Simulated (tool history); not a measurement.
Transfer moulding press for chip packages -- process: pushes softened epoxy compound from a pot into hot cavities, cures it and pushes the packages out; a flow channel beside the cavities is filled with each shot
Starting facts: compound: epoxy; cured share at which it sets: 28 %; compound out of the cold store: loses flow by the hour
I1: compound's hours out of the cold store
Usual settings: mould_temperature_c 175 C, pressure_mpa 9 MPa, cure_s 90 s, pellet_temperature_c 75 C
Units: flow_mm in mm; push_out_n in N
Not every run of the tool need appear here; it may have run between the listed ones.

run 1 hour=0 | mould_temperature_c=175 pressure_mpa=9 cure_s=90 pellet_temperature_c=75 | I1=23.7 | flow_mm=721 push_out_n=489
run 2 hour=11.2 | mould_temperature_c=175 pressure_mpa=9 cure_s=90 pellet_temperature_c=65 | I1=41.5 | flow_mm=666 push_out_n=477
run 3 hour=27.4 | mould_temperature_c=175 pressure_mpa=9 cure_s=90 pellet_temperature_c=65 | I1=15.4 | flow_mm=753 push_out_n=499
-- hour=39.1 cavities cleaned with cleaning compound and waxed
run 4 hour=42.9 | mould_temperature_c=175 pressure_mpa=9 cure_s=120 pellet_temperature_c=75 | I1=11.8 | flow_mm=765 push_out_n=399
run 5 hour=54.8 | mould_temperature_c=175 pressure_mpa=9 cure_s=120 pellet_temperature_c=75 | I1=47.3 | flow_mm=648 push_out_n=400
run 6 hour=62.9 | mould_temperature_c=175 pressure_mpa=9 cure_s=120 pellet_temperature_c=75 | I1=13.5 | flow_mm=759 push_out_n=379
run 7 hour=71.9 | mould_temperature_c=175 pressure_mpa=9 cure_s=120 pellet_temperature_c=75 | I1=36.3 | flow_mm=682 push_out_n=390
run 8 hour=85.3 | mould_temperature_c=175 pressure_mpa=9 cure_s=120 pellet_temperature_c=75 | I1=23.2 | flow_mm=726 push_out_n=400
run 9 hour=101.9 | mould_temperature_c=175 pressure_mpa=9 cure_s=120 pellet_temperature_c=75 | I1=24.7 | flow_mm=719 push_out_n=394
run 10 hour=110.4 | mould_temperature_c=175 pressure_mpa=9 cure_s=120 pellet_temperature_c=75 | I1=10.6 | flow_mm=765 push_out_n=400
-- hour=117.6 plunger's sealing rings changed
-- hour=125.4 cavities cleaned with cleaning compound and waxed
run 11 hour=127.9 | mould_temperature_c=180 pressure_mpa=9 cure_s=90 pellet_temperature_c=75 | I1=35 | flow_mm=680 push_out_n=419
run 12 hour=141.3 | mould_temperature_c=180 pressure_mpa=9 cure_s=90 pellet_temperature_c=75 | I1=24.9 | flow_mm=706 push_out_n=403
run 13 hour=154.8 | mould_temperature_c=175 pressure_mpa=9 cure_s=113 pellet_temperature_c=75 | I1=30.7 | flow_mm=700 push_out_n=396
run 14 hour=169 | mould_temperature_c=175 pressure_mpa=9 cure_s=113 pellet_temperature_c=70 | I1=25.4 | flow_mm=716 push_out_n=408
run 15 hour=182.8 | mould_temperature_c=176 pressure_mpa=7.89 cure_s=90 pellet_temperature_c=81 | I1=39.8 | flow_mm=626 push_out_n=454
run 16 hour=193.4 | mould_temperature_c=181 pressure_mpa=9 cure_s=90 pellet_temperature_c=75 | I1=31 | flow_mm=691 push_out_n=422
run 17 hour=207.5 | mould_temperature_c=181 pressure_mpa=9 cure_s=90 pellet_temperature_c=75 | I1=10.3 | flow_mm=755 push_out_n=404
-- hour=210.7 cavities cleaned with cleaning compound and waxed
run 18 hour=220.2 | mould_temperature_c=167 pressure_mpa=10.87 cure_s=89 pellet_temperature_c=74 | I1=17 | flow_mm=841 push_out_n=784
run 19 hour=231.9 | mould_temperature_c=175 pressure_mpa=8.8 cure_s=87 pellet_temperature_c=73 | I1=22.9 | flow_mm=718 push_out_n=529
run 20 hour=250.1 | mould_temperature_c=176 pressure_mpa=8.8 cure_s=87 pellet_temperature_c=73 | I1=15.2 | flow_mm=738 push_out_n=489
run 21 hour=258 | mould_temperature_c=176 pressure_mpa=9 cure_s=77 pellet_temperature_c=72 | I1=37.3 | flow_mm=679 push_out_n=584
run 22 hour=266.1 | mould_temperature_c=176 pressure_mpa=9 cure_s=77 pellet_temperature_c=72 | I1=24.4 | flow_mm=718 push_out_n=605
run 23 hour=276.5 | mould_temperature_c=176 pressure_mpa=9 cure_s=77 pellet_temperature_c=72 | I1=40.9 | flow_mm=663 push_out_n=565
run 24 hour=291.4 | mould_temperature_c=171 pressure_mpa=10.34 cure_s=88 pellet_temperature_c=72 | I1=45.1 | flow_mm=708 push_out_n=588
-- hour=294.9 cavities cleaned with cleaning compound and waxed
run 25 hour=310.4 | mould_temperature_c=168 pressure_mpa=9 cure_s=90 pellet_temperature_c=67 | I1=23.2 | flow_mm=744 push_out_n=714
run 26 hour=319.3 | mould_temperature_c=168 pressure_mpa=9 cure_s=90 pellet_temperature_c=67 | I1=33.2 | flow_mm=707 push_out_n=694
run 27 hour=329.6 | mould_temperature_c=168 pressure_mpa=9 cure_s=90 pellet_temperature_c=67 | I1=15.5 | flow_mm=767 push_out_n=759
run 28 hour=342.8 | mould_temperature_c=176 pressure_mpa=7.83 cure_s=114 pellet_temperature_c=76 | I1=28.6 | flow_mm=655 push_out_n=405

Each row is a separate what-if for the run after 28, all from the same tool condition, not one after another. Results?
run A hour=356.6 | mould_temperature_c=175 pressure_mpa=9 cure_s=107 pellet_temperature_c=75 | I1=37.1 | flow_mm=? push_out_n=?
run B hour=356.6 | mould_temperature_c=175 pressure_mpa=7.66 cure_s=95 pellet_temperature_c=79 | I1=43.6 | flow_mm=? push_out_n=?
run C hour=356.6 | mould_temperature_c=174 pressure_mpa=9 cure_s=74 pellet_temperature_c=80 | I1=8.4 | flow_mm=? push_out_n=?

run=A flow_mm=675 push_out_n=402
run=B flow_mm=607 push_out_n=426
run=C flow_mm=779 push_out_n=796
With no hidden state in the tool, these same runs would have given:
run=A flow_mm=676 push_out_n=399
run=B flow_mm=607 push_out_n=422
run=C flow_mm=779 push_out_n=790
